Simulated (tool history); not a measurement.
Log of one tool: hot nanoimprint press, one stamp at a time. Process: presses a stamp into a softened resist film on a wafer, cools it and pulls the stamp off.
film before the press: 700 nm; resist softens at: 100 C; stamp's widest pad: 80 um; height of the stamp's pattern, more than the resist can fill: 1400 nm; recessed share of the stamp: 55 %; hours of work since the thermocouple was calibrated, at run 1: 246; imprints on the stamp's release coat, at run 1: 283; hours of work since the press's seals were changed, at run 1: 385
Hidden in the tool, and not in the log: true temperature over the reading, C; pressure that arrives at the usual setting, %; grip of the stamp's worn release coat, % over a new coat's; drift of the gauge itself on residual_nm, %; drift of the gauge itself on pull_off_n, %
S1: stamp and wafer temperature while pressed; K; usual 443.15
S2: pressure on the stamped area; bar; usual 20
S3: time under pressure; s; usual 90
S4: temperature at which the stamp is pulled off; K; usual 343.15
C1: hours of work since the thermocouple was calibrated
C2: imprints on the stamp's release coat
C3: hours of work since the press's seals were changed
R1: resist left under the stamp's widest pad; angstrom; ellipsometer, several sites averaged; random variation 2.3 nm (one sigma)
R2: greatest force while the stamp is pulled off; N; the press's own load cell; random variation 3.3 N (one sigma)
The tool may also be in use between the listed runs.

run,hour,S1,S2,S3,S4,C1,C2,C3,R1,R2
1,0,443.15,20,90,343.15,246,283,385,3788,187
2,15,443.15,20,90,343.15,255,353,394,3788,187
3,39.5,443.15,20,90,343.15,270,466,408,3719,190
4,54.7,443.15,12.5,90,343.15,279,537,417,4366,195
5,73.6,443.15,12.5,90,343.15,290,624,429,4436,208
6,89.5,443.15,12.4,90,343.15,300,698,438,4373,206
7,120.6,443.15,20,76,343.15,318,842,457,3913,224
# hour 144.9: stamp cleaned and given a new release coat
8,151.7,443.15,21.9,90,343.15,333,32,472,3596,154
9,169.8,443.15,20,90,343.15,344,116,483,3721,162
# hour 177.2: plate thermocouple calibrated
10,204.7,443.15,20,90,343.15,17,264,502,3848,175
11,220.2,443.15,20,90,343.15,26,335,511,3887,186
12,251.9,443.15,20,90,343.15,45,483,530,3849,191
13,269.4,443.15,20,90,343.15,55,564,541,3838,207
14,298.8,443.15,20,90,343.15,73,700,558,3855,210
# hour 316.1: press's hydraulic seals changed and the load cell set to zero
15,332.4,443.15,20,90,343.15,88,819,10,3809,222
# hour 360.7: stamp cleaned and given a new release coat
16,367.9,443.15,20,90,343.15,106,33,27,3776,154
17,391.6,443.15,24.2,90,343.15,120,143,42,3504,169

Forecast run 18:
18,417.5,443.15,24.2,70,343.15,136,263,57,?,?

{"run 18": {"R1": 3794, "R2": 171}}
Without the tool's hidden state the same run would have given R1 3908 angstrom, R2 153 N.

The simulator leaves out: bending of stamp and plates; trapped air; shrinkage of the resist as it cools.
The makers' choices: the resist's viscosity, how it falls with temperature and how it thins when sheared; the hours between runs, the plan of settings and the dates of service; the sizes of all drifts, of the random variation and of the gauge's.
